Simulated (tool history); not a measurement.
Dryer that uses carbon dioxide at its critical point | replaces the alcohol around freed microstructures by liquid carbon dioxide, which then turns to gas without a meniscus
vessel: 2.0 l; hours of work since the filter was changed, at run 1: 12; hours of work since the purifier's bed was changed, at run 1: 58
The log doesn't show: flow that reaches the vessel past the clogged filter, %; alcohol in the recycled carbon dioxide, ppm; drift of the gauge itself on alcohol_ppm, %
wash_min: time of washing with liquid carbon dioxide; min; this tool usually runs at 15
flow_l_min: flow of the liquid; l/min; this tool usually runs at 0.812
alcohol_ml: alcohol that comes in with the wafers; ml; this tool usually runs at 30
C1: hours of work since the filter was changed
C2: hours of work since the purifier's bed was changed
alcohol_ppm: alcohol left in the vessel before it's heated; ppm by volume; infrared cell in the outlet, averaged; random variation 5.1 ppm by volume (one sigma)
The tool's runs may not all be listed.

{"run": 1, "day": 0.0, "wash_min": 15, "flow_l_min": 0.812, "alcohol_ml": 30, "C1": 12, "C2": 58, "alcohol_ppm": 84}
{"run": 2, "day": 0.3, "wash_min": 15, "flow_l_min": 0.812, "alcohol_ml": 30, "C1": 17, "C2": 64, "alcohol_ppm": 76}
{"run": 3, "day": 0.571, "wash_min": 15, "flow_l_min": 0.812, "alcohol_ml": 30, "C1": 22, "C2": 69, "alcohol_ppm": 78}
{"run": 4, "day": 0.883, "wash_min": 15, "flow_l_min": 0.812, "alcohol_ml": 40, "C1": 28, "C2": 75, "alcohol_ppm": 112}
{"run": 5, "day": 1.171, "wash_min": 15, "flow_l_min": 0.812, "alcohol_ml": 40, "C1": 33, "C2": 80, "alcohol_ppm": 104}
{"run": 6, "day": 1.512, "wash_min": 15, "flow_l_min": 0.812, "alcohol_ml": 40, "C1": 40, "C2": 86, "alcohol_ppm": 103}
{"run": 7, "day": 1.912, "wash_min": 12, "flow_l_min": 0.812, "alcohol_ml": 30, "C1": 47, "C2": 94, "alcohol_ppm": 233}
{"run": 8, "day": 2.104, "wash_min": 12, "flow_l_min": 0.812, "alcohol_ml": 30, "C1": 51, "C2": 97, "alcohol_ppm": 240}
{"run": 9, "day": 2.446, "wash_min": 10, "flow_l_min": 0.812, "alcohol_ml": 30, "C1": 57, "C2": 104, "alcohol_ppm": 475}
{"run": 10, "day": 2.783, "wash_min": 10, "flow_l_min": 0.812, "alcohol_ml": 30, "C1": 63, "C2": 110, "alcohol_ppm": 480}
{"run": 11, "day": 2.954, "wash_min": 15, "flow_l_min": 0.812, "alcohol_ml": 26, "C1": 67, "C2": 113, "alcohol_ppm": 66}
{"run": 12, "day": 3.308, "wash_min": 15, "flow_l_min": 0.812, "alcohol_ml": 26, "C1": 73, "C2": 120, "alcohol_ppm": 80}
{"run": 13, "day": 3.567, "wash_min": 15, "flow_l_min": 0.812, "alcohol_ml": 26, "C1": 78, "C2": 125, "alcohol_ppm": 94}
{"run": 14, "day": 3.908, "wash_min": 15, "flow_l_min": 0.812, "alcohol_ml": 26, "C1": 84, "C2": 131, "alcohol_ppm": 85}
{"run": 15, "day": 4.312, "wash_min": 15, "flow_l_min": 0.812, "alcohol_ml": 85, "C1": 92, "C2": 138, "alcohol_ppm": 267}
{"run": 16, "day": 4.554, "wash_min": 16, "flow_l_min": 0.812, "alcohol_ml": 30, "C1": 96, "C2": 143, "alcohol_ppm": 77}
{"run": 17, "day": 4.742, "wash_min": 16, "flow_l_min": 0.812, "alcohol_ml": 30, "C1": 100, "C2": 146, "alcohol_ppm": 82}
{"run": 18, "day": 5.079, "wash_min": 14, "flow_l_min": 0.812, "alcohol_ml": 30, "C1": 106, "C2": 153, "alcohol_ppm": 152}
{"run": 19, "day": 5.4, "wash_min": 14, "flow_l_min": 0.812, "alcohol_ml": 30, "C1": 112, "C2": 159, "alcohol_ppm": 145}
{"run": 20, "day": 5.796, "wash_min": 20, "flow_l_min": 1.243, "alcohol_ml": 98, "C1": 119, "C2": 166, "alcohol_ppm": 13}
{"run": 21, "day": 6.058, "wash_min": 20, "flow_l_min": 1.243, "alcohol_ml": 98, "C1": 124, "C2": 171, "alcohol_ppm": 11}
{"run": 22, "day": 6.404, "wash_min": 18, "flow_l_min": 0.494, "alcohol_ml": 72, "C1": 131, "C2": 177, "alcohol_ppm": 1038}
{"run": 23, "day": 6.692, "wash_min": 18, "flow_l_min": 0.707, "alcohol_ml": 72, "C1": 136, "C2": 183, "alcohol_ppm": 217}
{"run": 24, "day": 6.858, "wash_min": 10, "flow_l_min": 0.632, "alcohol_ml": 41, "C1": 139, "C2": 186, "alcohol_ppm": 1592}
{"run": 25, "day": 7.238, "wash_min": 10, "flow_l_min": 0.632, "alcohol_ml": 41, "C1": 146, "C2": 193, "alcohol_ppm": 1645}
{"run": 26, "day": 7.496, "wash_min": 10, "flow_l_min": 0.867, "alcohol_ml": 42, "C1": 151, "C2": 198, "alcohol_ppm": 665}
{"run": 27, "day": 7.875, "wash_min": 18, "flow_l_min": 0.545, "alcohol_ml": 56, "C1": 158, "C2": 205, "alcohol_ppm": 589}
{"run": 28, "day": 8.054, "wash_min": 16, "flow_l_min": 0.492, "alcohol_ml": 20, "C1": 161, "C2": 208, "alcohol_ppm": 473}
{"run": 29, "day": 8.342, "wash_min": 11, "flow_l_min": 0.586, "alcohol_ml": 28, "C1": 167, "C2": 213, "alcohol_ppm": 1141}
{"run": 30, "day": 8.529, "wash_min": 13, "flow_l_min": 0.586, "alcohol_ml": 28, "C1": 170, "C2": 217, "alcohol_ppm": 722}
{"run": 31, "day": 8.733, "wash_min": 13, "flow_l_min": 0.586, "alcohol_ml": 28, "C1": 174, "C2": 221, "alcohol_ppm": 718}
{"run": 32, "day": 8.967, "wash_min": 13, "flow_l_min": 0.614, "alcohol_ml": 64, "C1": 178, "C2": 225, "alcohol_ppm": 1407}
{"run": 33, "day": 9.321, "wash_min": 10, "flow_l_min": 0.812, "alcohol_ml": 63, "C1": 185, "C2": 232, "alcohol_ppm": 1315}
{"run": 34, "day": 9.588, "wash_min": 10, "flow_l_min": 0.812, "alcohol_ml": 63, "C1": 190, "C2": 237, "alcohol_ppm": 1374}
{"run": 35, "day": 9.842, "wash_min": 15, "flow_l_min": 0.666, "alcohol_ml": 105, "C1": 195, "C2": 241, "alcohol_ppm": 1108}
{"run": 36, "day": 10.088, "wash_min": 10, "flow_l_min": 0.615, "alcohol_ml": 36, "C1": 199, "C2": 246, "alcohol_ppm": 1702}
{"run": 37, "day": 10.488, "wash_min": 10, "flow_l_min": 0.615, "alcohol_ml": 36, "C1": 207, "C2": 253, "alcohol_ppm": 1750}
{"run": 38, "day": 10.771, "wash_min": 10, "flow_l_min": 0.875, "alcohol_ml": 36, "C1": 212, "C2": 258, "alcohol_ppm": 619}

Each row is a separate what-if for the run after 38, all from the same tool condition, not one after another. Results?
{"run": "A", "day": 11.15, "wash_min": 15, "flow_l_min": 0.711, "alcohol_ml": 30, "C1": 219, "C2": 266, "alcohol_ppm": "?"}
{"run": "B", "day": 11.15, "wash_min": 13, "flow_l_min": 1.356, "alcohol_ml": 84, "C1": 219, "C2": 266, "alcohol_ppm": "?"}
{"run": "C", "day": 11.15, "wash_min": 9, "flow_l_min": 0.875, "alcohol_ml": 36, "C1": 219, "C2": 266, "alcohol_ppm": "?"}
{"run": "D", "day": 11.15, "wash_min": 21, "flow_l_min": 0.875, "alcohol_ml": 26, "C1": 219, "C2": 266, "alcohol_ppm": "?"}
{"run": "E", "day": 11.15, "wash_min": 13, "flow_l_min": 0.875, "alcohol_ml": 36, "C1": 219, "C2": 266, "alcohol_ppm": "?"}

run=A alcohol_ppm=275
run=B alcohol_ppm=61
run=C alcohol_ppm=882
run=D alcohol_ppm=28
run=E alcohol_ppm=248
The same runs, with their run-to-run variation unchanged, on a tool lacking any hidden condition would have given:
run=A alcohol_ppm=134
run=B alcohol_ppm=20
run=C alcohol_ppm=524
run=D alcohol_ppm=6
run=E alcohol_ppm=116
